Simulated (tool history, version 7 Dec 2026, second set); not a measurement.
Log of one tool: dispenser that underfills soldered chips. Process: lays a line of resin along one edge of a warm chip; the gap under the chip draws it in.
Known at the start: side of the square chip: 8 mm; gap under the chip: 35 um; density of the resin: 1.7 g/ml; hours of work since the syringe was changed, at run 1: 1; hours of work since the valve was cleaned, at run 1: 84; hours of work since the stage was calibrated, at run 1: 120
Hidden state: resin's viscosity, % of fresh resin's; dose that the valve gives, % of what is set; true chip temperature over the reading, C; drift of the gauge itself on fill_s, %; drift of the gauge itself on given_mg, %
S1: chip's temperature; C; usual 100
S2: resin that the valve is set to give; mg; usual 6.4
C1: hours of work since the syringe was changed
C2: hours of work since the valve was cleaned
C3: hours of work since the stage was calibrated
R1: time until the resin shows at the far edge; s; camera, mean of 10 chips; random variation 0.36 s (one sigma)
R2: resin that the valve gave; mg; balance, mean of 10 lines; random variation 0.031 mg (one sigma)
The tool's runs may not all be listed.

{"run": 1, "hour": 0.0, "S1": 100, "S2": 6.4, "C1": 1, "C2": 84, "C3": 120, "R1": 21.4, "R2": 5.82}
{"run": 2, "hour": 3.4, "S1": 100, "S2": 6.4, "C1": 4, "C2": 87, "C3": 122, "R1": 24.6, "R2": 5.87}
{"hour": 5.7, "done": "new syringe of resin"}
{"run": 3, "hour": 8.6, "S1": 100, "S2": 6.4, "C1": 2, "C2": 91, "C3": 126, "R1": 23.3, "R2": 5.85}
{"run": 4, "hour": 11.2, "S1": 112, "S2": 6.4, "C1": 4, "C2": 93, "C3": 128, "R1": 18.8, "R2": 5.85}
{"hour": 13.0, "done": "new syringe of resin"}
{"run": 5, "hour": 14.5, "S1": 112, "S2": 6.4, "C1": 1, "C2": 95, "C3": 131, "R1": 15.8, "R2": 5.82}
{"run": 6, "hour": 19.0, "S1": 112, "S2": 6.4, "C1": 5, "C2": 98, "C3": 134, "R1": 18.9, "R2": 5.78}
{"hour": 20.1, "done": "new syringe of resin"}
{"run": 7, "hour": 21.5, "S1": 100, "S2": 6.07, "C1": 1, "C2": 100, "C3": 136, "R1": 21.8, "R2": 5.46}
{"run": 8, "hour": 24.6, "S1": 90, "S2": 6.4, "C1": 3, "C2": 103, "C3": 138, "R1": 33.1, "R2": 5.76}
{"hour": 27.5, "done": "new syringe of resin"}
{"run": 9, "hour": 30.0, "S1": 90, "S2": 6.4, "C1": 2, "C2": 107, "C3": 142, "R1": 30.5, "R2": 5.74}
{"run": 10, "hour": 32.1, "S1": 90, "S2": 6.4, "C1": 4, "C2": 108, "C3": 144, "R1": 33.5, "R2": 5.66}
{"hour": 35.0, "done": "dispensing valve cleaned and set on the balance"}
{"hour": 35.6, "done": "new syringe of resin"}
{"run": 11, "hour": 37.9, "S1": 90, "S2": 6.4, "C1": 2, "C2": 2, "C3": 147, "R1": 29.9, "R2": 6.43}
{"run": 12, "hour": 40.7, "S1": 100, "S2": 6.4, "C1": 4, "C2": 4, "C3": 150, "R1": 25.1, "R2": 6.37}
{"hour": 42.8, "done": "new syringe of resin"}
{"run": 13, "hour": 44.0, "S1": 100, "S2": 6.4, "C1": 1, "C2": 7, "C3": 152, "R1": 21.8, "R2": 6.39}
{"run": 14, "hour": 47.4, "S1": 100, "S2": 6.4, "C1": 4, "C2": 9, "C3": 155, "R1": 25.2, "R2": 6.35}
{"hour": 50.2, "done": "new syringe of resin"}
{"run": 15, "hour": 50.7, "S1": 100, "S2": 6.4, "C1": 0, "C2": 12, "C3": 157, "R1": 20.4, "R2": 6.38}
{"run": 16, "hour": 55.2, "S1": 90, "S2": 7.72, "C1": 4, "C2": 15, "C3": 160, "R1": 31.3, "R2": 7.59}
{"hour": 57.3, "done": "new syringe of resin"}
{"run": 17, "hour": 59.6, "S1": 100, "S2": 5.68, "C1": 2, "C2": 18, "C3": 164, "R1": 21.9, "R2": 5.55}
{"run": 18, "hour": 63.8, "S1": 108, "S2": 5.68, "C1": 5, "C2": 22, "C3": 167, "R1": 21.8, "R2": 5.59}
{"hour": 64.6, "done": "new syringe of resin"}
{"run": 19, "hour": 68.4, "S1": 100, "S2": 6.4, "C1": 3, "C2": 25, "C3": 170, "R1": 23.9, "R2": 6.24}
{"hour": 71.6, "done": "new syringe of resin"}
{"run": 20, "hour": 71.9, "S1": 100, "S2": 6.4, "C1": 0, "C2": 27, "C3": 173, "R1": 21.2, "R2": 6.2}
{"run": 21, "hour": 76.7, "S1": 103, "S2": 6.57, "C1": 4, "C2": 31, "C3": 176, "R1": 22.9, "R2": 6.41}
{"hour": 78.8, "done": "new syringe of resin"}
{"run": 22, "hour": 79.9, "S1": 103, "S2": 6.57, "C1": 1, "C2": 33, "C3": 179, "R1": 20, "R2": 6.36}
{"run": 23, "hour": 82.2, "S1": 107, "S2": 8.08, "C1": 3, "C2": 35, "C3": 181, "R1": 19, "R2": 7.86}
{"hour": 85.8, "done": "new syringe of resin"}
{"run": 24, "hour": 86.7, "S1": 108, "S2": 6.59, "C1": 1, "C2": 39, "C3": 184, "R1": 17.7, "R2": 6.35}
{"run": 25, "hour": 90.4, "S1": 94, "S2": 5.84, "C1": 4, "C2": 41, "C3": 187, "R1": 30.5, "R2": 5.63}
{"hour": 93.3, "done": "new syringe of resin"}
{"run": 26, "hour": 93.5, "S1": 94, "S2": 5.84, "C1": 0, "C2": 44, "C3": 189, "R1": 24.7, "R2": 5.65}
{"run": 27, "hour": 97.7, "S1": 108, "S2": 6.33, "C1": 3, "C2": 47, "C3": 192, "R1": 19.9, "R2": 6.03}

Hidden state at the last listed run before each entry between runs and at the first one after, where it differs:
Between runs 2 and 3: new syringe of resin (hour 5.7)
  resin's viscosity, % of fresh resin's: 119.7 -> 112.1; dose that the valve gives, % of what is set: 91.36 -> 90.97; true chip temperature over the reading, C: -1.03 -> -1.06
  measured less the result without the state, R1: +4.9 -> +3.4 s; R2: -0.56 -> -0.58 mg
Between runs 4 and 5: new syringe of resin (hour 13)
  resin's viscosity, % of fresh resin's: 123.8 -> 106.8; dose that the valve gives, % of what is set: 90.75 -> 90.52; true chip temperature over the reading, C: -1.07 -> -1.09
  measured less the result without the state, R1: +4.3 -> +1.6 s; R2: -0.59 -> -0.6 mg
Between runs 6 and 7: new syringe of resin (hour 20.1)
  resin's viscosity, % of fresh resin's: 126.5 -> 106.3; dose that the valve gives, % of what is set: 90.16 -> 90; true chip temperature over the reading, C: -1.11 -> -1.12
  measured less the result without the state, R1: +4.5 -> +2.3 s; R2: -0.63 -> -0.61 mg
Between runs 8 and 9: new syringe of resin (hour 27.5)
  resin's viscosity, % of fresh resin's: 119.3 -> 110.8; dose that the valve gives, % of what is set: 89.79 -> 89.43; true chip temperature over the reading, C: -1.14 -> -1.17
  measured less the result without the state, R1: +6.6 -> +4.2 s; R2: -0.65 -> -0.68 mg
Between runs 10 and 11: dispensing valve cleaned and set on the balance (hour 35); new syringe of resin (hour 35.6)
  resin's viscosity, % of fresh resin's: 119.8 -> 109.7; dose that the valve gives, % of what is set: 89.28 -> 99.92; true chip temperature over the reading, C: -1.18 -> -1.2
  measured less the result without the state, R1: +6.9 -> +3.6 s; R2: -0.68 -> +0 mg
Between runs 12 and 13: new syringe of resin (hour 42.8)
  resin's viscosity, % of fresh resin's: 121.8 -> 106; dose that the valve gives, % of what is set: 99.68 -> 99.47; true chip temperature over the reading, C: -1.22 -> -1.23
  measured less the result without the state, R1: +5.2 -> +1.9 s; R2: -0.02 -> -0.03 mg
Between runs 14 and 15: new syringe of resin (hour 50.2)
  resin's viscosity, % of fresh resin's: 120 -> 100.6; dose that the valve gives, % of what is set: 99.21 -> 98.96; true chip temperature over the reading, C: -1.25 -> -1.27
  measured less the result without the state, R1: +4.9 -> +0.8 s; R2: -0.05 -> -0.07 mg
Between runs 16 and 17: new syringe of resin (hour 57.3)
  resin's viscosity, % of fresh resin's: 118.8 -> 108.9; dose that the valve gives, % of what is set: 98.63 -> 98.32; true chip temperature over the reading, C: -1.29 -> -1.31
  measured less the result without the state, R1: +6 -> +2.7 s; R2: -0.1 -> -0.09 mg
Between runs 18 and 19: new syringe of resin (hour 64.6)
  resin's viscosity, % of fresh resin's: 127.8 -> 115.9; dose that the valve gives, % of what is set: 98 -> 97.69; true chip temperature over the reading, C: -1.34 -> -1.36
  measured less the result without the state, R1: +5.4 -> +4.1 s; R2: -0.12 -> -0.14 mg
Between runs 19 and 20: new syringe of resin (hour 71.6)
  resin's viscosity, % of fresh resin's: 115.9 -> 100.2; dose that the valve gives, % of what is set: 97.69 -> 97.47; true chip temperature over the reading, C: -1.36 -> -1.38
  measured less the result without the state, R1: +4.1 -> +0.9 s; R2: -0.14 -> -0.16 mg
Between runs 21 and 22: new syringe of resin (hour 78.8)
  resin's viscosity, % of fresh resin's: 119.8 -> 103.1; dose that the valve gives, % of what is set: 97.14 -> 96.93; true chip temperature over the reading, C: -1.4 -> -1.42
  measured less the result without the state, R1: +4.5 -> +1.4 s; R2: -0.19 -> -0.2 mg
Between runs 23 and 24: new syringe of resin (hour 85.8)
  resin's viscosity, % of fresh resin's: 112.3 -> 104.8; dose that the valve gives, % of what is set: 96.75 -> 96.46; true chip temperature over the reading, C: -1.43 -> -1.46
  measured less the result without the state, R1: +2.7 -> +1.5 s; R2: -0.26 -> -0.23 mg
Between runs 25 and 26: new syringe of resin (hour 93.3)
  resin's viscosity, % of fresh resin's: 120.4 -> 100.6; dose that the valve gives, % of what is set: 96.19 -> 96; true chip temperature over the reading, C: -1.47 -> -1.49
  measured less the result without the state, R1: +6.3 -> +1.4 s; R2: -0.23 -> -0.23 mg
